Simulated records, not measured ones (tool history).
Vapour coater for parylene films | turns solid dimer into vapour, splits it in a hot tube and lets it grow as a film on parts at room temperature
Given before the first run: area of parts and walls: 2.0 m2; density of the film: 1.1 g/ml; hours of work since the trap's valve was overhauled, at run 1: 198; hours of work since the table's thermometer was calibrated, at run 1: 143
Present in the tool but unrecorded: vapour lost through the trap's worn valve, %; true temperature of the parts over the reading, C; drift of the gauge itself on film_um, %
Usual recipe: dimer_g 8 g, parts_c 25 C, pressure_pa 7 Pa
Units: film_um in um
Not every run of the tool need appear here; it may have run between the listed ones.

| run | hour | dimer_g | parts_c | pressure_pa | hours of work since the trap's valve was overhauled | hours of work since the table's thermometer was calibrated | film_um |
|---|---|---|---|---|---|---|---|
| 1 | 0 | 8 | 25 | 7 | 198 | 143 | 1.62 |
| 2 | 11.4 | 8 | 25 | 6.98 | 205 | 150 | 1.61 |
| 3 | 23.2 | 8 | 25 | 7 | 213 | 157 | 1.61 |
| 4 | 37.4 | 8 | 25 | 7 | 222 | 166 | 1.59 |
| 5 | 51.6 | 8 | 21 | 7 | 231 | 175 | 1.82 |
| 6 | 70.7 | 8 | 21 | 7 | 242 | 187 | 1.81 |
| 7 | 89.5 | 8 | 21 | 7 | 254 | 199 | 1.8 |
| 8 | 110.3 | 8 | 25 | 7 | 267 | 212 | 1.55 |
| 9 | 128.6 | 8 | 25 | 7 | 279 | 223 | 1.53 |
| 10 | 137.6 | 8 | 25 | 7 | 284 | 229 | 1.54 |
| 11 | 154.3 | 4 | 25 | 7 | 295 | 239 | 0.77 |
| 12 | 172.3 | 8 | 25 | 8.49 | 306 | 250 | 1.48 |
|  | 183.1 | trap's valve overhauled |
| 13 | 192.2 | 8 | 25 | 8.49 | 6 | 260 | 1.7 |
| 14 | 214 | 8 | 25 | 8.49 | 19 | 274 | 1.69 |
| 15 | 230.1 | 14 | 23 | 7.69 | 29 | 284 | 3.2 |
| 16 | 246.1 | 3 | 25 | 4.65 | 39 | 294 | 0.7 |
| 17 | 264.6 | 3 | 22 | 4.65 | 51 | 306 | 0.79 |
| 18 | 278 | 7 | 25 | 3.34 | 59 | 314 | 1.77 |
| 19 | 296.4 | 7 | 25 | 3.34 | 71 | 325 | 1.74 |
| 20 | 314.2 | 7 | 25 | 3.34 | 82 | 337 | 1.71 |
| 21 | 324.8 | 7 | 30 | 3.34 | 89 | 343 | 1.46 |
| 22 | 342.8 | 3 | 23 | 6.99 | 100 | 354 | 0.69 |

Consider 5 possible next runs. They are alternatives, not a sequence: every one starts from the tool as it was left by run 22. What does each give?
| A | 364.5 | 12 | 22 | 9.2 | 113 | 368 | ? |
| B | 364.5 | 8 | 25 | 3.96 | 113 | 368 | ? |
| C | 364.5 | 7 | 23 | 7.12 | 113 | 368 | ? |
| D | 364.5 | 6 | 21 | 3.11 | 113 | 368 | ? |
| E | 364.5 | 8 | 25 | 3.33 | 113 | 368 | ? |

| run | film_um |
|---|---|
| A | 2.68 |
| B | 1.87 |
| C | 1.59 |
| D | 1.7 |
| E | 1.94 |
With the hidden condition removed and each run's random variation left untouched, the same runs would have given:
| run | film_um |
|---|---|
| A | 2.81 |
| B | 1.97 |
| C | 1.67 |
| D | 1.78 |
| E | 2.04 |
